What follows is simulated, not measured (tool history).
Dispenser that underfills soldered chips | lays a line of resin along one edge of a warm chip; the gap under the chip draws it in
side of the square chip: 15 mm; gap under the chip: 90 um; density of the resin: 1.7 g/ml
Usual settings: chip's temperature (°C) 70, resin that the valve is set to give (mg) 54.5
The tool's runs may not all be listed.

run	day	chip's temperature (°C)	resin that the valve is set to give (mg)	time until the resin shows at the far edge (s)	resin that the valve gave (mg)
1	0.000	70	54.5	55.0	53.45
2	0.200	70	54.5	68.3	53.07
# day 0.242: new syringe of resin
3	0.304	57	54.5	97.7	53.25
4	0.475	57	54.5	117.5	52.95
# day 0.608: new syringe of resin
5	0.642	79	54.5	32.6	52.85
6	0.838	79	54.5	40.1	52.81
# day 0.975: new syringe of resin
7	0.979	79	54.5	30.6	52.60
8	1.079	70	54.5	52.4	52.57
9	1.242	72	67.2	55.7	64.55
# day 1.346: new syringe of resin
10	1.350	61	66.0	72.7	63.24
11	1.438	62	50.1	80.1	48.03
12	1.533	62	50.1	88.9	48.31
# day 1.708: new syringe of resin
13	1.717	61	54.9	74.4	52.79
14	1.846	61	54.9	85.0	52.36
15	2.017	70	54.5	66.1	52.02
# day 2.075: new syringe of resin
16	2.146	65	57.7	65.6	55.27

The same runs without the tool's hidden state, with the same run-to-run variation:
The hidden state here: resin's viscosity, % of fresh resin's; dose that the valve gives, % of what is set; true chip temperature over the reading, C; drift of the gauge itself on fill_s, %; drift of the gauge itself on given_mg, %.
run	time until the resin shows at the far edge (s)	resin that the valve gave (mg)
1	47.9	54.64
2	48.1	54.38
3	90.8	54.65
4	90.8	54.47
5	31.7	54.47
6	31.4	54.56
7	31.0	54.43
8	47.5	54.47
9	42.4	67.03
10	71.8	65.75
11	71.5	49.99
12	71.7	50.35
13	74.2	55.16
14	73.4	54.81
15	47.6	54.55
16	60.8	58.04
